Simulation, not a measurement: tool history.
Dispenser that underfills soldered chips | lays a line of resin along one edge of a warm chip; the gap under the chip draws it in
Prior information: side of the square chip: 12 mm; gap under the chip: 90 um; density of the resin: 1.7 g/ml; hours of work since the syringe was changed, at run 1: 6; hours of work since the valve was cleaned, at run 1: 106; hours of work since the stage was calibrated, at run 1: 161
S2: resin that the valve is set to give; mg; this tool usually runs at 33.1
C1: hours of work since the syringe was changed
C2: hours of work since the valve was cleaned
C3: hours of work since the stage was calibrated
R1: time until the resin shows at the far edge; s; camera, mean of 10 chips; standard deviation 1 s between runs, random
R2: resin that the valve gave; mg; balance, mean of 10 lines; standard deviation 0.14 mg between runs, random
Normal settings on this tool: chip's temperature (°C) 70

run 1 hour=0 | chip's_temperature_(°C)=70 S2=33.1 | C1=6 C2=106 C3=161 | R1=169.7 R2=30.24
-- hour=5.1 new syringe of resin
run 2 hour=7.2 | chip's_temperature_(°C)=70 S2=33.1 | C1=1 C2=110 C3=166 | R1=118.9 R2=30.1
run 3 hour=13.7 | chip's_temperature_(°C)=70 S2=33.1 | C1=6 C2=115 C3=170 | R1=170.2 R2=30.13
-- hour=19.1 new syringe of resin
run 4 hour=19.1 | chip's_temperature_(°C)=70 S2=29.8 | C1=0 C2=118 C3=174 | R1=106.7 R2=26.96
-- hour=23.9 dispensing valve cleaned and set on the balance
run 5 hour=25.4 | chip's_temperature_(°C)=70 S2=29.8 | C1=4 C2=1 C3=177 | R1=139.4 R2=29.9
run 6 hour=30.6 | chip's_temperature_(°C)=70 S2=29.8 | C1=7 C2=5 C3=181 | R1=189.1 R2=29.77
-- hour=34.7 new syringe of resin
run 7 hour=37.2 | chip's_temperature_(°C)=70 S2=29.8 | C1=2 C2=9 C3=185 | R1=122 R2=29.87
run 8 hour=43.6 | chip's_temperature_(°C)=70 S2=29.8 | C1=6 C2=13 C3=189 | R1=175.1 R2=29.49
-- hour=49.3 new syringe of resin
run 9 hour=50.8 | chip's_temperature_(°C)=68 S2=33.1 | C1=1 C2=18 C3=194 | R1=122.4 R2=32.59
run 10 hour=58 | chip's_temperature_(°C)=56 S2=31.3 | C1=6 C2=23 C3=199 | R1=320.8 R2=30.82
-- hour=63.4 new syringe of resin
run 11 hour=66.4 | chip's_temperature_(°C)=60 S2=28.3 | C1=2 C2=28 C3=204 | R1=199.9 R2=27.8
run 12 hour=73.3 | chip's_temperature_(°C)=60 S2=38.1 | C1=7 C2=33 C3=209 | R1=281.7 R2=37.31
-- hour=77.6 new syringe of resin
run 13 hour=80.8 | chip's_temperature_(°C)=77 S2=34.5 | C1=2 C2=38 C3=214 | R1=96.1 R2=33.58

Forecast each of these 4 alternatives for the next run:
run A hour=85.3 | chip's_temperature_(°C)=70 S2=37.5 | C1=5 C2=41 C3=217 | R1=? R2=?
run B hour=85.3 | chip's_temperature_(°C)=64 S2=39 | C1=5 C2=41 C3=217 | R1=? R2=?
run C hour=85.3 | chip's_temperature_(°C)=77 S2=33.2 | C1=5 C2=41 C3=217 | R1=? R2=?
run D hour=85.3 | chip's_temperature_(°C)=77 S2=35.4 | C1=5 C2=41 C3=217 | R1=? R2=?

run=A R1=157.7 R2=36.33
run=B R1=208.6 R2=37.97
run=C R1=118.2 R2=32.49
run=D R1=119.2 R2=34.55
With the hidden condition removed and each run's random variation left untouched, the same runs would have given:
run=A R1=95.8 R2=37.31
run=B R1=126.5 R2=39
run=C R1=71.5 R2=33.37
run=D R1=72.5 R2=35.49
